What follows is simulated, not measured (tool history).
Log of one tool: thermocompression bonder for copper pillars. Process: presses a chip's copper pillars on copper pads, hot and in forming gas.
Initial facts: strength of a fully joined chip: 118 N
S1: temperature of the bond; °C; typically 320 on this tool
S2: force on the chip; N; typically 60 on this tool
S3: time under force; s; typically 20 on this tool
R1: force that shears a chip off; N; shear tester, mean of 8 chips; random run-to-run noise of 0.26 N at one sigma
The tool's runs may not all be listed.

{"run": 1, "hour": 0.0, "S1": 320, "S2": 60, "S3": 20, "R1": 53.3}
{"run": 2, "hour": 31.8, "S1": 320, "S2": 60, "S3": 20, "R1": 53.2}
{"run": 3, "hour": 82.2, "S1": 320, "S2": 60, "S3": 20, "R1": 52.6}
{"run": 4, "hour": 126.3, "S1": 320, "S2": 60, "S3": 17, "R1": 49.8}
{"hour": 144.1, "done": "forming gas filter changed"}
{"run": 5, "hour": 168.6, "S1": 320, "S2": 60, "S3": 34, "R1": 64.3}
{"hour": 198.5, "done": "heater calibrated with a thermocouple chip"}
{"run": 6, "hour": 215.4, "S1": 335, "S2": 60, "S3": 20, "R1": 61.9}
{"run": 7, "hour": 265.8, "S1": 335, "S2": 60, "S3": 20, "R1": 61.9}
{"run": 8, "hour": 292.3, "S1": 320, "S2": 60, "S3": 20, "R1": 52.9}
{"run": 9, "hour": 338.9, "S1": 320, "S2": 60, "S3": 20, "R1": 53.1}
{"run": 10, "hour": 374.0, "S1": 320, "S2": 60, "S3": 20, "R1": 52.4}
{"hour": 426.9, "done": "forming gas filter changed"}
{"run": 11, "hour": 428.4, "S1": 320, "S2": 60, "S3": 20, "R1": 53.0}
{"run": 12, "hour": 484.0, "S1": 320, "S2": 60, "S3": 20, "R1": 52.9}
{"run": 13, "hour": 521.1, "S1": 322, "S2": 60, "S3": 20, "R1": 54.2}
{"run": 14, "hour": 557.0, "S1": 320, "S2": 74, "S3": 20, "R1": 58.1}
{"run": 15, "hour": 585.4, "S1": 320, "S2": 60, "S3": 20, "R1": 52.6}
{"run": 16, "hour": 631.7, "S1": 337, "S2": 60, "S3": 20, "R1": 62.7}
{"run": 17, "hour": 662.5, "S1": 320, "S2": 60, "S3": 20, "R1": 52.5}
{"run": 18, "hour": 694.7, "S1": 320, "S2": 53, "S3": 20, "R1": 49.7}
{"hour": 708.2, "done": "forming gas filter changed"}
{"run": 19, "hour": 730.2, "S1": 320, "S2": 53, "S3": 20, "R1": 49.8}
{"run": 20, "hour": 776.7, "S1": 320, "S2": 53, "S3": 20, "R1": 49.5}
{"run": 21, "hour": 828.8, "S1": 320, "S2": 53, "S3": 56, "R1": 70.6}
{"run": 22, "hour": 868.0, "S1": 293, "S2": 70, "S3": 56, "R1": 59.5}
{"run": 23, "hour": 908.3, "S1": 318, "S2": 74, "S3": 25, "R1": 61.9}
{"run": 24, "hour": 948.8, "S1": 315, "S2": 44, "S3": 17, "R1": 39.9}
{"hour": 986.5, "done": "forming gas filter changed"}
{"run": 25, "hour": 993.2, "S1": 315, "S2": 44, "S3": 17, "R1": 39.2}
{"run": 26, "hour": 1035.9, "S1": 315, "S2": 44, "S3": 17, "R1": 40.1}
{"run": 27, "hour": 1084.8, "S1": 311, "S2": 40, "S3": 27, "R1": 43.3}
{"run": 28, "hour": 1126.6, "S1": 304, "S2": 40, "S3": 49, "R1": 49.9}
{"run": 29, "hour": 1162.6, "S1": 319, "S2": 60, "S3": 20, "R1": 52.1}
{"run": 30, "hour": 1200.8, "S1": 333, "S2": 61, "S3": 20, "R1": 60.7}
{"run": 31, "hour": 1250.5, "S1": 334, "S2": 42, "S3": 11, "R1": 41.2}
{"hour": 1265.1, "done": "forming gas filter changed"}
{"run": 32, "hour": 1297.6, "S1": 334, "S2": 42, "S3": 11, "R1": 41.1}
{"run": 33, "hour": 1344.5, "S1": 334, "S2": 42, "S3": 46, "R1": 69.5}
{"run": 34, "hour": 1380.4, "S1": 334, "S2": 42, "S3": 46, "R1": 69.4}
{"run": 35, "hour": 1430.1, "S1": 334, "S2": 42, "S3": 46, "R1": 68.3}
{"run": 36, "hour": 1470.6, "S1": 348, "S2": 60, "S3": 31, "R1": 79.7}
{"run": 37, "hour": 1495.5, "S1": 348, "S2": 60, "S3": 31, "R1": 79.1}
{"run": 38, "hour": 1539.0, "S1": 320, "S2": 63, "S3": 20, "R1": 54.1}
{"hour": 1546.3, "done": "forming gas filter changed"}
{"run": 39, "hour": 1595.1, "S1": 327, "S2": 80, "S3": 43, "R1": 81.2}

4 ways to go on from here, each from the tool as it stands after run 39. What would each give?
{"run": "A", "hour": 1624.6, "S1": 300, "S2": 36, "S3": 21, "R1": "?"}
{"run": "B", "hour": 1624.6, "S1": 350, "S2": 60, "S3": 20, "R1": "?"}
{"run": "C", "hour": 1624.6, "S1": 327, "S2": 47, "S3": 43, "R1": "?"}
{"run": "D", "hour": 1624.6, "S1": 317, "S2": 60, "S3": 10, "R1": "?"}

run=A R1=31.6
run=B R1=70.8
run=C R1=66.3
run=D R1=38.8
Take away the tool's hidden state, keep each run's random variation, and the runs would have read:
run=A R1=31.5
run=B R1=70.8
run=C R1=66.2
run=D R1=38.7
